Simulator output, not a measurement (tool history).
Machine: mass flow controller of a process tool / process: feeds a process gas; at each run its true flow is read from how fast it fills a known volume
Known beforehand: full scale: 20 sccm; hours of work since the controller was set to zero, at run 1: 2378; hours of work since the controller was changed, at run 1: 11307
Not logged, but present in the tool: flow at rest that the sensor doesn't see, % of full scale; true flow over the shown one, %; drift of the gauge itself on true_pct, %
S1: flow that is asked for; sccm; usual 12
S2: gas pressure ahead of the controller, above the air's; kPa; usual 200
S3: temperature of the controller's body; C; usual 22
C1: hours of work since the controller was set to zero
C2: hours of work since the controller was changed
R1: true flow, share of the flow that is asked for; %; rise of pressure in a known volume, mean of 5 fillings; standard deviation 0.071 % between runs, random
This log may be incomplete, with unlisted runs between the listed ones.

| run | hour | S1 | S2 | S3 | C1 | C2 | R1 |
|---|---|---|---|---|---|---|---|
| 1 | 0 | 12 | 200 | 22 | 2378 | 11307 | 101.17 |
| 2 | 473.2 | 4 | 200 | 22 | 2734 | 11663 | 98.79 |
| 3 | 1045.4 | 12 | 200 | 22 | 3165 | 12094 | 101.05 |
| 4 | 1281.2 | 8 | 200 | 22 | 3343 | 12272 | 100.12 |
| 5 | 1719.7 | 8 | 200 | 22 | 3673 | 12602 | 100.09 |
| 6 | 2065.7 | 3 | 200 | 22 | 3934 | 12863 | 96.69 |
| 7 | 2395.5 | 16 | 200 | 22 | 4182 | 13111 | 101.48 |
| 8 | 2729.5 | 4 | 200 | 22 | 4433 | 13363 | 97.61 |
| 9 | 3121 | 15 | 200 | 22 | 4728 | 13658 | 101.37 |
| 10 | 3533.3 | 15 | 200 | 22 | 5039 | 13968 | 101.4 |
| 11 | 3953.8 | 15 | 200 | 22 | 5356 | 14285 | 101.35 |
|  | 4275 | controller exchanged for a calibrated one |
| 12 | 4330.3 | 15 | 200 | 22 | 42 | 42 | 99.84 |
| 13 | 4719.1 | 12 | 200 | 22 | 334 | 334 | 99.64 |
| 14 | 5189.1 | 12 | 200 | 22 | 688 | 688 | 99.46 |
| 15 | 5663.5 | 12 | 200 | 22 | 1046 | 1046 | 99.51 |
| 16 | 6235.6 | 12 | 200 | 22 | 1477 | 1477 | 99.36 |
| 17 | 6679.3 | 12 | 200 | 22 | 1811 | 1811 | 99.26 |
| 18 | 7170.1 | 2 | 200 | 22 | 2180 | 2180 | 95.54 |
| 19 | 7541.3 | 12 | 200 | 22 | 2460 | 2460 | 99.26 |
| 20 | 7778.1 | 12 | 200 | 22 | 2638 | 2638 | 99.4 |
| 21 | 8163.5 | 12 | 200 | 22 | 2929 | 2929 | 99.46 |
| 22 | 8437.3 | 12 | 200 | 35 | 3135 | 3135 | 98.95 |
| 23 | 8990.6 | 7 | 200 | 22 | 3552 | 3552 | 98.29 |
| 24 | 9374.2 | 7 | 200 | 22 | 3841 | 3841 | 98.13 |
| 25 | 9929.9 | 6 | 184 | 28 | 4259 | 4259 | 97.32 |
| 26 | 10440.1 | 8 | 184 | 32 | 4643 | 4643 | 97.87 |
| 27 | 10691.2 | 2 | 251 | 29 | 4833 | 4833 | 90.86 |
| 28 | 11084.5 | 3 | 172 | 27 | 5129 | 5129 | 93.79 |
| 29 | 11406.3 | 3 | 157 | 32 | 5371 | 5371 | 93.49 |
| 30 | 11761.5 | 10 | 170 | 36 | 5639 | 5639 | 98.31 |
| 31 | 12074.4 | 15 | 152 | 23 | 5874 | 5874 | 99.72 |
| 32 | 12432.8 | 15 | 202 | 22 | 6144 | 6144 | 99.56 |
| 33 | 13003.9 | 18 | 200 | 30 | 6574 | 6574 | 99.78 |
| 34 | 13239.7 | 12 | 250 | 33 | 6752 | 6752 | 98.5 |
| 35 | 13626.1 | 4 | 255 | 25 | 7043 | 7043 | 93.89 |
| 36 | 13943.5 | 12 | 222 | 35 | 7282 | 7282 | 98.5 |
| 37 | 14520.9 | 12 | 222 | 35 | 7717 | 7717 | 98.36 |
| 38 | 14815 | 17 | 239 | 26 | 7938 | 7938 | 99.7 |
| 39 | 15141.7 | 17 | 158 | 36 | 8185 | 8185 | 99.61 |
| 40 | 15537 | 5 | 220 | 23 | 8482 | 8482 | 94.64 |
|  | 15635.9 | controller's zero set anew |
| 41 | 15783.3 | 5 | 220 | 23 | 111 | 8667 | 100.63 |
| 42 | 16359.3 | 5 | 264 | 23 | 545 | 9101 | 100.17 |
| 43 | 16879.7 | 17 | 177 | 23 | 937 | 9493 | 101.74 |
| 44 | 17373.1 | 4 | 219 | 29 | 1308 | 9865 | 99.43 |
| 45 | 17797.9 | 13 | 145 | 26 | 1628 | 10185 | 101.35 |
| 46 | 18318.7 | 12 | 200 | 20 | 2021 | 10577 | 101.15 |
| 47 | 18664.7 | 12 | 226 | 20 | 2281 | 10838 | 101.18 |
| 48 | 18989.3 | 2 | 167 | 20 | 2526 | 11082 | 96.74 |

Alternative continuations, all from the tool just after run 48; predict every row:
| A | 19235.8 | 2 | 167 | 31 | 2711 | 11268 | ? |
| B | 19235.8 | 15 | 198 | 26 | 2711 | 11268 | ? |
| C | 19235.8 | 3 | 168 | 27 | 2711 | 11268 | ? |

| run | R1 |
|---|---|
| A | 96.06 |
| B | 101.36 |
| C | 97.83 |
Take away the tool's hidden state, keep each run's random variation, and the runs would have read:
| run | R1 |
|---|---|
| A | 98.57 |
| B | 99.61 |
| C | 98.7 |

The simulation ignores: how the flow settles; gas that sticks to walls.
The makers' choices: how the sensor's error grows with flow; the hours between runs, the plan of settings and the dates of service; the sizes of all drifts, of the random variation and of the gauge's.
